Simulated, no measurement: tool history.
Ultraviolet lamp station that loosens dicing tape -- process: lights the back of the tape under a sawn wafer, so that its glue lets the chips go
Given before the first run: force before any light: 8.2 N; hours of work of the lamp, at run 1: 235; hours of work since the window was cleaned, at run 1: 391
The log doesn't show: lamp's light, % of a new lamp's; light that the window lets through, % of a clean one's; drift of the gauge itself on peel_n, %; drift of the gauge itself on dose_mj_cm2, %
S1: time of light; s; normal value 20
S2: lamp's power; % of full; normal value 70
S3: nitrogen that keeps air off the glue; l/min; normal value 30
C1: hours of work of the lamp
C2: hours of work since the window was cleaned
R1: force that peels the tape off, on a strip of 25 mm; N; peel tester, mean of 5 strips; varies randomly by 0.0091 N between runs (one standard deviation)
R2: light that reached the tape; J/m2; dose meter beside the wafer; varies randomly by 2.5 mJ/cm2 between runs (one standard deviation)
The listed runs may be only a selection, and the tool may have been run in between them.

Run 1, hour 0.0: usual settings; C1 235; C2 391. Result: R1 0.478 N, R2 2600 J/m2.
Run 2, hour 13.3: usual settings; C1 242; C2 397. Result: R1 0.483 N, R2 2630 J/m2.
Run 3, hour 35.6: usual settings but S2 75 % of full; C1 253; C2 408. Result: R1 0.422 N, R2 2730 J/m2.
Run 4, hour 48.4: usual settings but S2 75 % of full; C1 259; C2 414. Result: R1 0.425 N, R2 2810 J/m2.
Run 5, hour 69.2: usual settings but S2 75 % of full; C1 269; C2 424. Result: R1 0.424 N, R2 2770 J/m2.
Run 6, hour 85.3: usual settings but S3 24 l/min; C1 277; C2 432. Result: R1 0.613 N, R2 2560 J/m2.
Run 7, hour 96.7: usual settings but S3 24 l/min; C1 282; C2 438. Result: R1 0.614 N, R2 2590 J/m2.
Run 8, hour 118.4: usual settings but S2 100 % of full; C1 293; C2 448. Result: R1 0.256 N, R2 3700 J/m2.
Run 9, hour 130.4: usual settings but S2 100 % of full; C1 299; C2 454. Result: R1 0.243 N, R2 3670 J/m2.
Run 10, hour 150.1: usual settings but S2 100 % of full; C1 308; C2 464. Result: R1 0.258 N, R2 3660 J/m2.
Run 11, hour 170.0: usual settings but S2 100 % of full; C1 318; C2 473. Result: R1 0.241 N, R2 3650 J/m2.
Run 12, hour 192.4: usual settings; C1 329; C2 484. Result: R1 0.522 N, R2 2510 J/m2.
Run 13, hour 204.1: usual settings; C1 334; C2 490. Result: R1 0.517 N, R2 2530 J/m2.
At hour 217.4: window cleaned of glue's vapour.
Run 14, hour 226.5: usual settings; C1 345; C2 4. Result: R1 0.426 N, R2 2760 J/m2.
Run 15, hour 243.6: usual settings; C1 353; C2 13. Result: R1 0.423 N, R2 2730 J/m2.
Run 16, hour 253.7: usual settings; C1 358; C2 18. Result: R1 0.440 N, R2 2760 J/m2.
Run 17, hour 272.3: usual settings; C1 367; C2 27. Result: R1 0.443 N, R2 2750 J/m2.
Run 18, hour 283.9: usual settings; C1 373; C2 32. Result: R1 0.432 N, R2 2720 J/m2.
Run 19, hour 300.8: usual settings; C1 381; C2 41. Result: R1 0.433 N, R2 2720 J/m2.
Run 20, hour 312.3: usual settings; C1 387; C2 46. Result: R1 0.451 N, R2 2720 J/m2.
Run 21, hour 325.7: usual settings; C1 393; C2 53. Result: R1 0.440 N, R2 2740 J/m2.
Run 22, hour 347.8: usual settings; C1 404; C2 63. Result: R1 0.443 N, R2 2700 J/m2.
Run 23, hour 369.3: usual settings; C1 415; C2 74. Result: R1 0.471 N, R2 2690 J/m2.
Run 24, hour 388.8: usual settings; C1 424; C2 83. Result: R1 0.465 N, R2 2710 J/m2.
Run 25, hour 413.0: usual settings; C1 436; C2 95. Result: R1 0.462 N, R2 2650 J/m2.
Run 26, hour 432.4: usual settings but S1 24 s, S2 61 % of full, S3 16 l/min; C1 445; C2 104. Result: R1 0.747 N, R2 2780 J/m2.
Run 27, hour 453.8: usual settings but S1 21 s, S2 76 % of full, S3 56 l/min; C1 456; C2 115. Result: R1 0.249 N, R2 3050 J/m2.
Run 28, hour 465.5: usual settings but S1 21 s, S2 76 % of full, S3 56 l/min; C1 461; C2 121. Result: R1 0.234 N, R2 3030 J/m2.
Run 29, hour 484.0: usual settings but S1 14 s, S2 93 % of full; C1 470; C2 129. Result: R1 0.546 N, R2 2450 J/m2.
Run 30, hour 507.4: usual settings but S1 38 s, S2 61 % of full, S3 21 l/min; C1 482; C2 141. Result: R1 0.235 N, R2 4330 J/m2.
Run 31, hour 528.6: usual settings but S1 22 s, S2 75 % of full, S3 13 l/min; C1 492; C2 151. Result: R1 0.739 N, R2 3080 J/m2.
Run 32, hour 544.0: usual settings but S1 22 s, S2 62 % of full, S3 13 l/min; C1 499; C2 159. Result: R1 1.070 N, R2 2560 J/m2.
Run 33, hour 557.1: usual settings but S1 22 s, S2 62 % of full, S3 13 l/min; C1 506; C2 165. Result: R1 1.064 N, R2 2540 J/m2.
Run 34, hour 577.5: usual settings but S1 16 s, S2 89 % of full, S3 23 l/min; C1 516; C2 175. Result: R1 0.581 N, R2 2640 J/m2.
Run 35, hour 592.4: usual settings but S1 18 s, S2 63 % of full, S3 23 l/min; C1 523; C2 182. Result: R1 0.952 N, R2 2100 J/m2.
Run 36, hour 604.1: usual settings but S1 33 s, S2 63 % of full, S3 58 l/min; C1 529; C2 188. Result: R1 0.177 N, R2 3870 J/m2.
Run 37, hour 626.1: usual settings but S2 86 % of full, S3 23 l/min; C1 539; C2 199. Result: R1 0.401 N, R2 3150 J/m2.
Run 38, hour 647.0: usual settings but S1 38 s, S3 10 l/min; C1 549; C2 209. Result: R1 0.347 N, R2 4830 J/m2.
Run 39, hour 662.7: usual settings but S1 23 s, S3 13 l/min; C1 557; C2 216. Result: R1 0.777 N, R2 2940 J/m2.
Run 40, hour 678.4: usual settings but S1 23 s, S3 13 l/min; C1 565; C2 224. Result: R1 0.801 N, R2 2920 J/m2.
Run 41, hour 692.1: usual settings but S1 28 s, S2 60 % of full, S3 10 l/min; C1 571; C2 231. Result: R1 0.923 N, R2 3050 J/m2.
Run 42, hour 704.6: usual settings but S1 16 s, S3 22 l/min; C1 577; C2 237. Result: R1 1.020 N, R2 2020 J/m2.

4 ways to go on from here, each from the tool as it stands after run 42. What would each give?
Run A, hour 727.4: usual settings but S1 12 s, S3 38 l/min; C1 589; C2 248. Result: R1 ?, R2 ?.
Run B, hour 727.4: usual settings but S1 14 s, S3 20 l/min; C1 589; C2 248. Result: R1 ?, R2 ?.
Run C, hour 727.4: usual settings but S1 15 s, S3 23 l/min; C1 589; C2 248. Result: R1 ?, R2 ?.
Run D, hour 727.4: usual settings but S1 21 s, S3 22 l/min; C1 589; C2 248. Result: R1 ?, R2 ?.

run     R1    R2
  A  1.194  1540
  B  1.454  1790
  C  1.150  1920
  D  0.613  2660
Take away the tool's hidden state, keep each run's random variation, and the runs would have read:
run     R1    R2
  A  0.922  1770
  B  1.144  2050
  C  0.886  2200
  D  0.455  3060
